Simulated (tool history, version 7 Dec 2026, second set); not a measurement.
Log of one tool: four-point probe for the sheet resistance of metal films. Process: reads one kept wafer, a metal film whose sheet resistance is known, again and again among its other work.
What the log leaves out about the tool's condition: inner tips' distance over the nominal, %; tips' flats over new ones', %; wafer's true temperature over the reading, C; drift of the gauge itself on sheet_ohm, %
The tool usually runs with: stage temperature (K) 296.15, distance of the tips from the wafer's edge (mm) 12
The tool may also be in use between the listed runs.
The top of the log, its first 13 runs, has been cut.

run	hour	stage temperature (K)	distance of the tips from the wafer's edge (mm)	touches since the probe head was changed	hours of work since the stage's thermometer was calibrated	sheet resistance as the instrument gives it (ohm/square)
14	786.4	296.15	12	47799	733	0.415153
15	819.8	296.15	12	48264	747	0.415062
16	896.6	296.15	12	49333	778	0.414942
17	954.8	299.15	12	50143	801	0.415824
18	1009.4	299.15	12	50902	823	0.415636
19	1082.8	299.15	12	51925	852	0.415809
20	1144.1	292.15	12	52778	877	0.414016
21	1203.9	292.15	12	53610	901	0.413937
22	1252.1	298.15	12	54280	921	0.415411
23	1332.4	297.15	12	55398	953	0.415199
24	1376.7	292.15	19	56014	971	0.412379
25	1450.2	292.15	19	57037	1000	0.412408
26	1527.8	307.15	9	58117	1032	0.419755
27	1599.8	302.15	21	59119	1061	0.414755
28	1664.6	292.15	12	60022	1087	0.4139
29	1710.8	304.15	21	60664	1105	0.415291
30	1763.4	304.15	21	61396	1126	0.415195
31	1808.4	304.15	21	62023	1145	0.415313
32	1861.3	302.15	34	62758	1166	0.414256
33	1918.6	293.15	34	63556	1189	0.412262
34	1984.3	307.15	13	64471	1215	0.417495
35	2023.9	307.15	13	65021	1231	0.417365
36	2082.5	307.15	4	65837	1255	0.436524

Expected results for the next run?
37	2134.6	307.15	4	66562	1276	?

sheet resistance as the instrument gives it (ohm/square): 0.436537
Take away the tool's hidden state, keep the run-to-run variation as it was, and the same run would have given sheet resistance as the instrument gives it (ohm/square) 0.436521.
